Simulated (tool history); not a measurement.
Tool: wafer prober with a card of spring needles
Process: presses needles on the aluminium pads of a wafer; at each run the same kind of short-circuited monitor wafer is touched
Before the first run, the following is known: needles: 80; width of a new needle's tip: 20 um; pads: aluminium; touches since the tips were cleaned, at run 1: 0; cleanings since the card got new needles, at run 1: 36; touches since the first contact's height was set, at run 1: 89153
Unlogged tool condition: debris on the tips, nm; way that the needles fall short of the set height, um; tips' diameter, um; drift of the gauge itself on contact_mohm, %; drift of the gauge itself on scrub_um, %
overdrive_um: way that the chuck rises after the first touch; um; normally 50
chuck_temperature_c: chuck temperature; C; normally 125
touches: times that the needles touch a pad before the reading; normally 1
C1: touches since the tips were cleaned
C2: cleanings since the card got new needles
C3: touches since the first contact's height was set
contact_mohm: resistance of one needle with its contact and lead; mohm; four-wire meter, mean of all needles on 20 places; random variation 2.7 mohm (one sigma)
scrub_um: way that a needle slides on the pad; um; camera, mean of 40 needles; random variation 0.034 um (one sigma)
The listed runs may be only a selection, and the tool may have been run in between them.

{"run": 1, "hour": 0.0, "overdrive_um": 50, "chuck_temperature_c": 125, "touches": 1, "C1": 0, "C2": 36, "C3": 89153, "contact_mohm": 325, "scrub_um": 11.8}
{"hour": 14.4, "done": "tips cleaned on abrasive film"}
{"run": 2, "hour": 18.7, "overdrive_um": 50, "chuck_temperature_c": 125, "touches": 2, "C1": 1369, "C2": 37, "C3": 95149, "contact_mohm": 423, "scrub_um": 11.78}
{"hour": 25.8, "done": "height of the first contact set anew"}
{"hour": 30.5, "done": "tips cleaned on abrasive film"}
{"run": 3, "hour": 34.8, "overdrive_um": 50, "chuck_temperature_c": 125, "touches": 2, "C1": 1408, "C2": 38, "C3": 2873, "contact_mohm": 359, "scrub_um": 12.16}
{"hour": 45.6, "done": "tips cleaned on abrasive film"}
{"run": 4, "hour": 48.6, "overdrive_um": 61, "chuck_temperature_c": 125, "touches": 2, "C1": 960, "C2": 39, "C3": 7270, "contact_mohm": 327, "scrub_um": 14.71}
{"hour": 54.5, "done": "tips cleaned on abrasive film, once more"}
{"run": 5, "hour": 59.8, "overdrive_um": 61, "chuck_temperature_c": 125, "touches": 2, "C1": 1683, "C2": 40, "C3": 10852, "contact_mohm": 338, "scrub_um": 14.73}
{"hour": 69.3, "done": "tips cleaned on abrasive film"}
{"run": 6, "hour": 80.9, "overdrive_um": 50, "chuck_temperature_c": 125, "touches": 1, "C1": 3722, "C2": 41, "C3": 17620, "contact_mohm": 448, "scrub_um": 11.99}
{"hour": 84.3, "done": "tips cleaned on abrasive film"}
{"run": 7, "hour": 91.7, "overdrive_um": 50, "chuck_temperature_c": 125, "touches": 1, "C1": 2372, "C2": 42, "C3": 21072, "contact_mohm": 403, "scrub_um": 12.01}
{"hour": 98.9, "done": "tips cleaned on abrasive film"}
{"run": 8, "hour": 105.4, "overdrive_um": 50, "chuck_temperature_c": 125, "touches": 2, "C1": 2084, "C2": 43, "C3": 25467, "contact_mohm": 371, "scrub_um": 12.02}
{"hour": 113.1, "done": "tips cleaned on abrasive film"}
{"run": 9, "hour": 124.7, "overdrive_um": 50, "chuck_temperature_c": 125, "touches": 2, "C1": 3714, "C2": 44, "C3": 31647, "contact_mohm": 382, "scrub_um": 11.96}
{"hour": 127.9, "done": "tips cleaned on abrasive film"}
{"run": 10, "hour": 137.6, "overdrive_um": 32, "chuck_temperature_c": 125, "touches": 1, "C1": 3117, "C2": 45, "C3": 35784, "contact_mohm": 613, "scrub_um": 7.62}
{"hour": 142.7, "done": "tips cleaned on abrasive film"}
{"run": 11, "hour": 151.6, "overdrive_um": 32, "chuck_temperature_c": 125, "touches": 1, "C1": 2890, "C2": 46, "C3": 40282, "contact_mohm": 612, "scrub_um": 7.6}
{"hour": 157.3, "done": "tips cleaned on abrasive film"}
{"run": 12, "hour": 163.1, "overdrive_um": 50, "chuck_temperature_c": 125, "touches": 1, "C1": 1854, "C2": 47, "C3": 43930, "contact_mohm": 395, "scrub_um": 11.87}
{"hour": 172.3, "done": "tips cleaned on abrasive film"}
{"run": 13, "hour": 172.3, "overdrive_um": 50, "chuck_temperature_c": 125, "touches": 1, "C1": 0, "C2": 48, "C3": 46866, "contact_mohm": 326, "scrub_um": 11.86}
{"run": 14, "hour": 182.8, "overdrive_um": 50, "chuck_temperature_c": 125, "touches": 1, "C1": 3400, "C2": 48, "C3": 50266, "contact_mohm": 446, "scrub_um": 11.9}
{"hour": 187.1, "done": "tips cleaned on abrasive film"}
{"run": 15, "hour": 195.1, "overdrive_um": 50, "chuck_temperature_c": 125, "touches": 1, "C1": 2577, "C2": 49, "C3": 54195, "contact_mohm": 432, "scrub_um": 11.88}
{"hour": 203.0, "done": "tips cleaned on abrasive film"}
{"run": 16, "hour": 214.0, "overdrive_um": 50, "chuck_temperature_c": 125, "touches": 1, "C1": 3544, "C2": 50, "C3": 60252, "contact_mohm": 449, "scrub_um": 11.89}
{"hour": 217.3, "done": "tips cleaned on abrasive film"}
{"run": 17, "hour": 225.2, "overdrive_um": 50, "chuck_temperature_c": 125, "touches": 1, "C1": 2517, "C2": 51, "C3": 63824, "contact_mohm": 417, "scrub_um": 11.89}
{"hour": 232.7, "done": "tips cleaned on abrasive film"}
{"run": 18, "hour": 238.3, "overdrive_um": 34, "chuck_temperature_c": 102, "touches": 2, "C1": 1794, "C2": 52, "C3": 68016, "contact_mohm": 433, "scrub_um": 7.96}
{"hour": 247.7, "done": "tips cleaned on abrasive film"}
{"run": 19, "hour": 253.7, "overdrive_um": 30, "chuck_temperature_c": 102, "touches": 2, "C1": 1912, "C2": 53, "C3": 72949, "contact_mohm": 490, "scrub_um": 6.96}
{"hour": 263.0, "done": "tips cleaned on abrasive film"}
{"run": 20, "hour": 275.4, "overdrive_um": 30, "chuck_temperature_c": 102, "touches": 2, "C1": 3976, "C2": 54, "C3": 79921, "contact_mohm": 560, "scrub_um": 6.9}
{"hour": 277.2, "done": "tips cleaned on abrasive film"}
{"run": 21, "hour": 289.8, "overdrive_um": 37, "chuck_temperature_c": 92, "touches": 1, "C1": 4052, "C2": 55, "C3": 84525, "contact_mohm": 588, "scrub_um": 8.68}
{"hour": 292.8, "done": "tips cleaned on abrasive film"}
{"hour": 308.3, "done": "tips cleaned on abrasive film"}
{"run": 22, "hour": 310.0, "overdrive_um": 33, "chuck_temperature_c": 58, "touches": 2, "C1": 544, "C2": 57, "C3": 90984, "contact_mohm": 367, "scrub_um": 7.64}
{"hour": 323.1, "done": "tips cleaned on abrasive film"}
{"run": 23, "hour": 326.8, "overdrive_um": 31, "chuck_temperature_c": 47, "touches": 2, "C1": 1200, "C2": 58, "C3": 96366, "contact_mohm": 427, "scrub_um": 7.1}
{"hour": 330.6, "done": "height of the first contact set anew"}
{"hour": 338.2, "done": "tips cleaned on abrasive film"}
{"run": 24, "hour": 347.8, "overdrive_um": 50, "chuck_temperature_c": 27, "touches": 1, "C1": 3070, "C2": 59, "C3": 5499, "contact_mohm": 421, "scrub_um": 12.12}
{"hour": 352.9, "done": "tips cleaned on abrasive film"}
{"run": 25, "hour": 360.2, "overdrive_um": 50, "chuck_temperature_c": 27, "touches": 1, "C1": 2336, "C2": 60, "C3": 9478, "contact_mohm": 401, "scrub_um": 12.13}
{"hour": 368.1, "done": "tips cleaned on abrasive film"}
{"run": 26, "hour": 379.1, "overdrive_um": 36, "chuck_temperature_c": 27, "touches": 1, "C1": 3540, "C2": 61, "C3": 15547, "contact_mohm": 567, "scrub_um": 8.68}
{"hour": 383.5, "done": "tips cleaned on abrasive film"}
{"run": 27, "hour": 390.0, "overdrive_um": 36, "chuck_temperature_c": 27, "touches": 1, "C1": 2103, "C2": 62, "C3": 19033, "contact_mohm": 507, "scrub_um": 8.66}
{"hour": 398.3, "done": "tips cleaned on abrasive film"}
{"run": 28, "hour": 402.0, "overdrive_um": 36, "chuck_temperature_c": 27, "touches": 1, "C1": 1204, "C2": 63, "C3": 22873, "contact_mohm": 434, "scrub_um": 8.68}
{"hour": 413.0, "done": "tips cleaned on abrasive film"}
{"run": 29, "hour": 414.7, "overdrive_um": 32, "chuck_temperature_c": 27, "touches": 1, "C1": 558, "C2": 64, "C3": 26928, "contact_mohm": 395, "scrub_um": 7.66}
{"hour": 428.5, "done": "tips cleaned on abrasive film"}
{"run": 30, "hour": 430.3, "overdrive_um": 30, "chuck_temperature_c": 113, "touches": 1, "C1": 590, "C2": 65, "C3": 31925, "contact_mohm": 454, "scrub_um": 7.13}
{"hour": 443.6, "done": "tips cleaned on abrasive film"}
{"run": 31, "hour": 447.7, "overdrive_um": 51, "chuck_temperature_c": 125, "touches": 2, "C1": 1304, "C2": 66, "C3": 37485, "contact_mohm": 349, "scrub_um": 12.23}
{"hour": 458.0, "done": "tips cleaned on abrasive film"}
{"run": 32, "hour": 464.6, "overdrive_um": 51, "chuck_temperature_c": 125, "touches": 2, "C1": 2137, "C2": 67, "C3": 42919, "contact_mohm": 368, "scrub_um": 12.21}
{"hour": 472.5, "done": "tips cleaned on abrasive film"}
{"run": 33, "hour": 480.4, "overdrive_um": 51, "chuck_temperature_c": 125, "touches": 2, "C1": 2536, "C2": 68, "C3": 47979, "contact_mohm": 374, "scrub_um": 12.26}

Forecast each of these 4 alternatives for the next run:
{"hour": 487.8, "done": "tips cleaned on abrasive film"}
{"run": "A", "hour": 493.4, "overdrive_um": 30, "chuck_temperature_c": 39, "touches": 1, "C1": 1807, "C2": 69, "C3": 52149, "contact_mohm": "?", "scrub_um": "?"}
{"hour": 487.8, "done": "tips cleaned on abrasive film"}
{"run": "B", "hour": 493.4, "overdrive_um": 51, "chuck_temperature_c": 33, "touches": 2, "C1": 1807, "C2": 69, "C3": 52149, "contact_mohm": "?", "scrub_um": "?"}
{"hour": 487.8, "done": "tips cleaned on abrasive film"}
{"run": "C", "hour": 493.4, "overdrive_um": 45, "chuck_temperature_c": 82, "touches": 2, "C1": 1807, "C2": 69, "C3": 52149, "contact_mohm": "?", "scrub_um": "?"}
{"hour": 487.8, "done": "tips cleaned on abrasive film"}
{"run": "D", "hour": 493.4, "overdrive_um": 46, "chuck_temperature_c": 118, "touches": 2, "C1": 1807, "C2": 69, "C3": 52149, "contact_mohm": "?", "scrub_um": "?"}

run=A contact_mohm=586 scrub_um=7.09
run=B contact_mohm=342 scrub_um=12.13
run=C contact_mohm=372 scrub_um=10.71
run=D contact_mohm=384 scrub_um=10.99
Take away the tool's hidden state, keep each run's random variation, and the runs would have read:
run=A contact_mohm=297 scrub_um=7.29
run=B contact_mohm=277 scrub_um=12.33
run=C contact_mohm=295 scrub_um=10.91
run=D contact_mohm=313 scrub_um=11.18
